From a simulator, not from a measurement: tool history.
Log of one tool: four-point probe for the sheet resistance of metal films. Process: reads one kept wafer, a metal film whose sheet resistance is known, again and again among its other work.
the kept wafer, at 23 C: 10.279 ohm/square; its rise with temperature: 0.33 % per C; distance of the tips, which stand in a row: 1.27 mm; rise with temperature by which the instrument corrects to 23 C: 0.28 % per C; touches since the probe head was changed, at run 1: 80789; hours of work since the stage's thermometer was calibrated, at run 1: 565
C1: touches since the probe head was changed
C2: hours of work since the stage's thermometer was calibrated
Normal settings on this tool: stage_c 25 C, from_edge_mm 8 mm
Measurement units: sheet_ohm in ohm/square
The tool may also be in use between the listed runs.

{"run": 1, "hour": 0.0, "stage_c": 25, "from_edge_mm": 8, "C1": 80789, "C2": 565, "sheet_ohm": 10.531067}
{"run": 2, "hour": 26.1, "stage_c": 25, "from_edge_mm": 4, "C1": 81737, "C2": 585, "sheet_ohm": 10.924937}
{"run": 3, "hour": 56.6, "stage_c": 25, "from_edge_mm": 37, "C1": 82845, "C2": 608, "sheet_ohm": 10.403619}
{"run": 4, "hour": 79.5, "stage_c": 25, "from_edge_mm": 37, "C1": 83674, "C2": 625, "sheet_ohm": 10.398467}
{"run": 5, "hour": 97.4, "stage_c": 25, "from_edge_mm": 37, "C1": 84327, "C2": 639, "sheet_ohm": 10.403208}
{"run": 6, "hour": 117.8, "stage_c": 25, "from_edge_mm": 8, "C1": 85065, "C2": 655, "sheet_ohm": 10.538339}
{"hour": 155.5, "done": "new probe head fitted"}
{"run": 7, "hour": 160.7, "stage_c": 25, "from_edge_mm": 8, "C1": 190, "C2": 686, "sheet_ohm": 10.439038}
{"run": 8, "hour": 200.4, "stage_c": 24, "from_edge_mm": 8, "C1": 1632, "C2": 717, "sheet_ohm": 10.435734}
{"run": 9, "hour": 231.9, "stage_c": 28, "from_edge_mm": 8, "C1": 2776, "C2": 740, "sheet_ohm": 10.457673}
{"run": 10, "hour": 255.1, "stage_c": 19, "from_edge_mm": 8, "C1": 3618, "C2": 758, "sheet_ohm": 10.414212}
{"run": 11, "hour": 274.4, "stage_c": 25, "from_edge_mm": 13, "C1": 4319, "C2": 773, "sheet_ohm": 10.358564}
{"run": 12, "hour": 305.8, "stage_c": 25, "from_edge_mm": 8, "C1": 5459, "C2": 797, "sheet_ohm": 10.445995}
{"run": 13, "hour": 339.0, "stage_c": 25, "from_edge_mm": 8, "C1": 6663, "C2": 822, "sheet_ohm": 10.451302}
{"run": 14, "hour": 365.9, "stage_c": 25, "from_edge_mm": 8, "C1": 7641, "C2": 842, "sheet_ohm": 10.450771}
{"run": 15, "hour": 392.8, "stage_c": 25, "from_edge_mm": 22, "C1": 8618, "C2": 863, "sheet_ohm": 10.333312}
{"run": 16, "hour": 426.2, "stage_c": 25, "from_edge_mm": 8, "C1": 9829, "C2": 888, "sheet_ohm": 10.450068}
{"run": 17, "hour": 468.7, "stage_c": 25, "from_edge_mm": 8, "C1": 11374, "C2": 920, "sheet_ohm": 10.455996}
{"run": 18, "hour": 504.7, "stage_c": 25, "from_edge_mm": 8, "C1": 12680, "C2": 948, "sheet_ohm": 10.463021}
{"run": 19, "hour": 534.5, "stage_c": 25, "from_edge_mm": 8, "C1": 13764, "C2": 970, "sheet_ohm": 10.457816}
{"run": 20, "hour": 564.5, "stage_c": 25, "from_edge_mm": 8, "C1": 14851, "C2": 993, "sheet_ohm": 10.459455}
{"run": 21, "hour": 587.3, "stage_c": 25, "from_edge_mm": 8, "C1": 15681, "C2": 1010, "sheet_ohm": 10.460227}
{"hour": 591.6, "done": "stage's thermometer calibrated"}
{"run": 22, "hour": 627.8, "stage_c": 25, "from_edge_mm": 8, "C1": 17135, "C2": 28, "sheet_ohm": 10.460689}
{"run": 23, "hour": 663.7, "stage_c": 25, "from_edge_mm": 17, "C1": 18438, "C2": 55, "sheet_ohm": 10.355977}
{"run": 24, "hour": 689.5, "stage_c": 25, "from_edge_mm": 52, "C1": 19372, "C2": 74, "sheet_ohm": 10.326226}
{"run": 25, "hour": 729.2, "stage_c": 29, "from_edge_mm": 16, "C1": 20816, "C2": 105, "sheet_ohm": 10.385672}
{"run": 26, "hour": 770.0, "stage_c": 32, "from_edge_mm": 8, "C1": 22296, "C2": 136, "sheet_ohm": 10.502801}
{"run": 27, "hour": 790.1, "stage_c": 32, "from_edge_mm": 8, "C1": 23027, "C2": 151, "sheet_ohm": 10.510721}
{"run": 28, "hour": 808.3, "stage_c": 18, "from_edge_mm": 62, "C1": 23686, "C2": 165, "sheet_ohm": 10.292519}
{"hour": 825.4, "done": "stage's thermometer calibrated, once more"}
{"run": 29, "hour": 848.6, "stage_c": 26, "from_edge_mm": 29, "C1": 25133, "C2": 18, "sheet_ohm": 10.361123}
{"run": 30, "hour": 889.8, "stage_c": 26, "from_edge_mm": 29, "C1": 26629, "C2": 49, "sheet_ohm": 10.359445}
{"run": 31, "hour": 919.3, "stage_c": 26, "from_edge_mm": 29, "C1": 27702, "C2": 71, "sheet_ohm": 10.365064}

Estimate the outcome of run 32 from the log above:
{"run": 32, "hour": 945.9, "stage_c": 32, "from_edge_mm": 8, "C1": 28666, "C2": 92, "sheet_ohm": "?"}

{"run 32": {"sheet_ohm": 10.521646}}
Minus the tool's unlogged condition, the same run would have read sheet_ohm 10.461135 ohm/square.

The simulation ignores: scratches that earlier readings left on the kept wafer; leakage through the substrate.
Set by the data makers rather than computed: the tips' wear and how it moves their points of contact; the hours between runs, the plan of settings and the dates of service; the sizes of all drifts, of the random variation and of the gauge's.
